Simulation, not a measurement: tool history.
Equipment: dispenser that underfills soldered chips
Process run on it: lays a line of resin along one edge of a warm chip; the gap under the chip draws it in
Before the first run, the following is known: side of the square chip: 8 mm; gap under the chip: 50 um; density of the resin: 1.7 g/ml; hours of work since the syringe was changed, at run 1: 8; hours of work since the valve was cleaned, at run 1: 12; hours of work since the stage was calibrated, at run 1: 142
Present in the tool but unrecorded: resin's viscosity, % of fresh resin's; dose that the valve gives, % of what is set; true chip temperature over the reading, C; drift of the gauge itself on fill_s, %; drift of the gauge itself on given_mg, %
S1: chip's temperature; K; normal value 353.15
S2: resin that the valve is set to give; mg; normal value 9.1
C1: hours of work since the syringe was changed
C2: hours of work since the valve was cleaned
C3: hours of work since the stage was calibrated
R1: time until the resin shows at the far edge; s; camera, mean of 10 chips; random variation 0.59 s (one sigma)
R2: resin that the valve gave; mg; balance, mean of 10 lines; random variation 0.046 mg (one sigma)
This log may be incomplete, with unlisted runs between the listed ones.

| run | hour | S1 | S2 | C1 | C2 | C3 | R1 | R2 |
|---|---|---|---|---|---|---|---|---|
| 1 | 0 | 353.15 | 9.1 | 8 | 12 | 142 | 66 | 9.06 |
|  | 0.8 | new syringe of resin |
| 2 | 5.6 | 353.15 | 8.95 | 3 | 15 | 145 | 57.1 | 8.9 |
| 3 | 10.3 | 353.15 | 8.56 | 6 | 18 | 148 | 62 | 8.55 |
|  | 14.5 | new syringe of resin |
| 4 | 21.5 | 353.15 | 8.56 | 4 | 24 | 154 | 61.2 | 8.38 |
|  | 28 | new syringe of resin |
| 5 | 29.6 | 353.15 | 9.1 | 1 | 29 | 159 | 53.3 | 8.97 |
| 6 | 37.4 | 353.15 | 9.1 | 6 | 34 | 164 | 61.7 | 8.89 |
|  | 41.4 | new syringe of resin |
| 7 | 45.5 | 353.15 | 9.1 | 3 | 39 | 169 | 56.9 | 8.97 |
|  | 54.8 | new syringe of resin |
| 8 | 56.8 | 343.15 | 9.1 | 1 | 45 | 175 | 81.4 | 8.83 |
| 9 | 62.5 | 343.15 | 9.1 | 5 | 49 | 179 | 91.1 | 8.85 |
|  | 68.3 | new syringe of resin |
| 10 | 70.1 | 361.15 | 9.1 | 1 | 53 | 183 | 39.3 | 8.82 |
| 11 | 80 | 361.15 | 9.1 | 7 | 59 | 189 | 46.8 | 8.71 |
|  | 81.8 | new syringe of resin |
| 12 | 86.2 | 361.15 | 9.1 | 3 | 63 | 193 | 42 | 8.8 |
|  | 95 | new syringe of resin |
| 13 | 97.4 | 361.15 | 9.1 | 1 | 69 | 200 | 40.2 | 8.68 |
| 14 | 105.9 | 361.15 | 10 | 7 | 75 | 205 | 47.8 | 9.43 |
|  | 108.5 | new syringe of resin |
| 15 | 114.9 | 361.15 | 10 | 4 | 80 | 210 | 43.8 | 9.48 |
|  | 122.2 | new syringe of resin |
| 16 | 122.2 | 353.15 | 8.8 | 0 | 84 | 214 | 54 | 8.33 |
| 17 | 132.7 | 342.15 | 10.55 | 6 | 90 | 221 | 100.9 | 9.89 |
|  | 135.5 | new syringe of resin |
| 18 | 138.5 | 359.15 | 8.61 | 2 | 94 | 224 | 44.1 | 8.06 |
| 19 | 144.4 | 353.15 | 8.87 | 5 | 97 | 228 | 61.7 | 8.36 |
|  | 149 | new syringe of resin |
|  | 155.8 | dispensing valve cleaned and set on the balance |
| 20 | 155.8 | 353.15 | 8.87 | 4 | 0 | 234 | 58.8 | 8.85 |
|  | 163.9 | new syringe of resin |
| 21 | 164.6 | 365.15 | 9.64 | 0 | 5 | 239 | 33.6 | 9.57 |
| 22 | 174.5 | 360.15 | 9.24 | 6 | 11 | 245 | 49.1 | 9.04 |
|  | 177.8 | new syringe of resin |
| 23 | 183.5 | 354.15 | 7.75 | 3 | 16 | 250 | 59 | 7.67 |
| 24 | 190.3 | 366.15 | 11.77 | 8 | 21 | 254 | 40.4 | 11.57 |
|  | 191.3 | new syringe of resin |
| 25 | 198.6 | 347.15 | 8.23 | 4 | 25 | 259 | 79.2 | 8.02 |
|  | 205.3 | new syringe of resin |
| 26 | 206.9 | 345.15 | 8.84 | 1 | 30 | 264 | 75.4 | 8.65 |
| 27 | 213 | 350.15 | 11.65 | 5 | 34 | 268 | 69.3 | 11.32 |
|  | 219.1 | new syringe of resin |
| 28 | 219.1 | 353.15 | 8.1 | 0 | 38 | 271 | 54.1 | 7.81 |
| 29 | 226.4 | 353.15 | 8.1 | 4 | 42 | 276 | 62.2 | 7.82 |

What if the next run were any one of these 4? Each begins from the tool's condition after run 29:
|  | 232.8 | new syringe of resin |
| A | 236.6 | 346.15 | 9.1 | 2 | 48 | 282 | ? | ? |
|  | 232.8 | new syringe of resin |
| B | 236.6 | 356.15 | 8.74 | 2 | 48 | 282 | ? | ? |
|  | 232.8 | new syringe of resin |
| C | 236.6 | 363.15 | 11.78 | 2 | 48 | 282 | ? | ? |
|  | 232.8 | new syringe of resin |
| D | 236.6 | 347.15 | 9.1 | 2 | 48 | 282 | ? | ? |

| run | R1 | R2 |
|---|---|---|
| A | 77.5 | 8.82 |
| B | 51.4 | 8.45 |
| C | 39.2 | 11.33 |
| D | 73.8 | 8.78 |
What these runs would have given with no unlogged condition in the tool:
| run | R1 | R2 |
|---|---|---|
| A | 68.3 | 9.14 |
| B | 45.4 | 8.76 |
| C | 34.8 | 11.75 |
| D | 65 | 9.1 |
